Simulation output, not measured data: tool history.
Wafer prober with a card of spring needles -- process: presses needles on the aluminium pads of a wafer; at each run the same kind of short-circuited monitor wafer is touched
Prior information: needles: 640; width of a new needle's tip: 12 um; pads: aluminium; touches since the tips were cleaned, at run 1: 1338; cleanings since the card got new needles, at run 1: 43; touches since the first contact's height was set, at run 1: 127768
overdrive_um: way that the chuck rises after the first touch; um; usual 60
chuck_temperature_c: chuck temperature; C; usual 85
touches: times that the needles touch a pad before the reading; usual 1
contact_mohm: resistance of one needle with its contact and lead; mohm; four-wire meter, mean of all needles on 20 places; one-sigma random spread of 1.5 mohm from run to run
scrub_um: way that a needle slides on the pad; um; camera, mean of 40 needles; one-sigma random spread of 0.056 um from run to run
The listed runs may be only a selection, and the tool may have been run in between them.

| run | hour | overdrive_um | chuck_temperature_c | touches | touches since the tips were cleaned | cleanings since the card got new needles | touches since the first contact's height was set | contact_mohm | scrub_um |
|---|---|---|---|---|---|---|---|---|---|
| 1 | 0.0 | 60 | 85 | 1 | 1338 | 43 | 127768 | 140 | 14.04 |
|  | 14.5 | tips cleaned on abrasive film |
| 2 | 32.1 | 60 | 85 | 1 | 5587 | 44 | 137917 | 157 | 14.09 |
|  | 36.7 | tips cleaned on abrasive film |
|  | 58.0 | tips cleaned on abrasive film |
|  | 62.8 | height of the first contact set anew |
|  | 78.2 | tips cleaned on abrasive film |
| 3 | 92.5 | 60 | 85 | 2 | 4540 | 47 | 9363 | 144 | 13.87 |
|  | 97.1 | tips cleaned on abrasive film |
|  | 120.1 | tips cleaned on abrasive film |
| 4 | 137.5 | 60 | 85 | 2 | 5519 | 49 | 23580 | 148 | 13.72 |
|  | 142.2 | tips cleaned on abrasive film |
|  | 161.1 | tips cleaned on abrasive film |
|  | 180.4 | tips cleaned on abrasive film |
| 5 | 192.4 | 60 | 85 | 2 | 3784 | 52 | 40860 | 146 | 13.79 |
|  | 200.8 | tips cleaned on abrasive film |
|  | 221.8 | tips cleaned on abrasive film |
| 6 | 231.1 | 60 | 85 | 1 | 2933 | 54 | 53077 | 150 | 13.74 |
|  | 244.5 | tips cleaned on abrasive film |
|  | 264.2 | tips cleaned on abrasive film |
|  | 285.0 | tips cleaned on abrasive film |
| 7 | 293.3 | 60 | 85 | 1 | 2614 | 57 | 72695 | 153 | 13.61 |
|  | 306.1 | tips cleaned on abrasive film |
|  | 326.3 | tips cleaned on abrasive film |
|  | 347.4 | tips cleaned on abrasive film |
| 8 | 355.5 | 60 | 122 | 1 | 2540 | 60 | 92307 | 155 | 13.63 |
|  | 368.6 | tips cleaned on abrasive film |
|  | 388.7 | tips cleaned on abrasive film |
| 9 | 390.8 | 60 | 85 | 2 | 664 | 62 | 103455 | 140 | 13.55 |
|  | 395.7 | height of the first contact set anew, once more |
|  | 407.6 | tips cleaned on abrasive film |
|  | 429.4 | tips cleaned on abrasive film |
|  | 450.1 | tips cleaned on abrasive film |
| 10 | 456.0 | 66 | 31 | 2 | 1853 | 65 | 19008 | 132 | 15.94 |
|  | 472.0 | tips cleaned on abrasive film |
|  | 492.7 | tips cleaned on abrasive film |
| 11 | 499.4 | 71 | 102 | 1 | 2138 | 67 | 32719 | 146 | 17.14 |
|  | 512.5 | tips cleaned on abrasive film |
|  | 533.7 | tips cleaned on abrasive film |
| 12 | 550.7 | 71 | 102 | 1 | 5383 | 69 | 48906 | 153 | 17.13 |
|  | 555.4 | tips cleaned on abrasive film |
|  | 576.1 | tips cleaned on abrasive film |
|  | 596.6 | tips cleaned on abrasive film |
| 13 | 609.9 | 49 | 42 | 3 | 4222 | 72 | 67592 | 143 | 11.72 |
|  | 617.3 | tips cleaned on abrasive film |
|  | 638.2 | tips cleaned on abrasive film |
|  | 659.9 | tips cleaned on abrasive film |
| 14 | 672.8 | 49 | 42 | 3 | 4102 | 75 | 87440 | 139 | 11.64 |
|  | 681.1 | tips cleaned on abrasive film |
|  | 704.0 | tips cleaned on abrasive film |
| 15 | 707.7 | 49 | 42 | 3 | 1187 | 77 | 98430 | 135 | 11.61 |
|  | 724.9 | tips cleaned on abrasive film |
| 16 | 734.4 | 42 | 85 | 1 | 3013 | 78 | 106854 | 173 | 9.87 |
|  | 746.3 | tips cleaned on abrasive film |
|  | 767.0 | tips cleaned on abrasive film |
|  | 786.1 | tips cleaned on abrasive film |
| 17 | 786.1 | 79 | 57 | 1 | 0 | 81 | 123147 | 130 | 18.75 |
|  | 805.4 | tips cleaned on abrasive film |
|  | 823.8 | tips cleaned on abrasive film |
|  | 844.9 | tips cleaned on abrasive film |
| 18 | 844.9 | 79 | 57 | 1 | 0 | 84 | 141692 | 129 | 18.75 |

What if the next run were any one of these 5? Each begins from the tool's condition after run 18:
|  | 861.4 | height of the first contact set anew |
|  | 866.1 | tips cleaned on abrasive film |
|  | 885.7 | tips cleaned on abrasive film |
| A | 888.9 | 60 | 85 | 3 | 998 | 86 | 8627 | ? | ? |
|  | 861.4 | height of the first contact set anew |
|  | 866.1 | tips cleaned on abrasive film |
|  | 885.7 | tips cleaned on abrasive film |
| B | 888.9 | 51 | 72 | 1 | 998 | 86 | 8627 | ? | ? |
|  | 861.4 | height of the first contact set anew |
|  | 866.1 | tips cleaned on abrasive film |
|  | 885.7 | tips cleaned on abrasive film |
| C | 888.9 | 60 | 85 | 2 | 998 | 86 | 8627 | ? | ? |
|  | 861.4 | height of the first contact set anew |
|  | 866.1 | tips cleaned on abrasive film |
|  | 885.7 | tips cleaned on abrasive film |
| D | 888.9 | 60 | 85 | 2 | 998 | 86 | 8627 | ? | ? |
|  | 861.4 | height of the first contact set anew |
|  | 866.1 | tips cleaned on abrasive film |
|  | 885.7 | tips cleaned on abrasive film |
| E | 888.9 | 61 | 31 | 2 | 998 | 86 | 8627 | ? | ? |

| run | contact_mohm | scrub_um |
|---|---|---|
| A | 136 | 14.56 |
| B | 143 | 12.27 |
| C | 138 | 14.44 |
| D | 139 | 14.54 |
| E | 134 | 14.81 |
Had the tool no hidden state, the same runs would have come out as:
| run | contact_mohm | scrub_um |
|---|---|---|
| A | 132 | 14.60 |
| B | 130 | 12.31 |
| C | 132 | 14.48 |
| D | 133 | 14.58 |
| E | 127 | 14.85 |

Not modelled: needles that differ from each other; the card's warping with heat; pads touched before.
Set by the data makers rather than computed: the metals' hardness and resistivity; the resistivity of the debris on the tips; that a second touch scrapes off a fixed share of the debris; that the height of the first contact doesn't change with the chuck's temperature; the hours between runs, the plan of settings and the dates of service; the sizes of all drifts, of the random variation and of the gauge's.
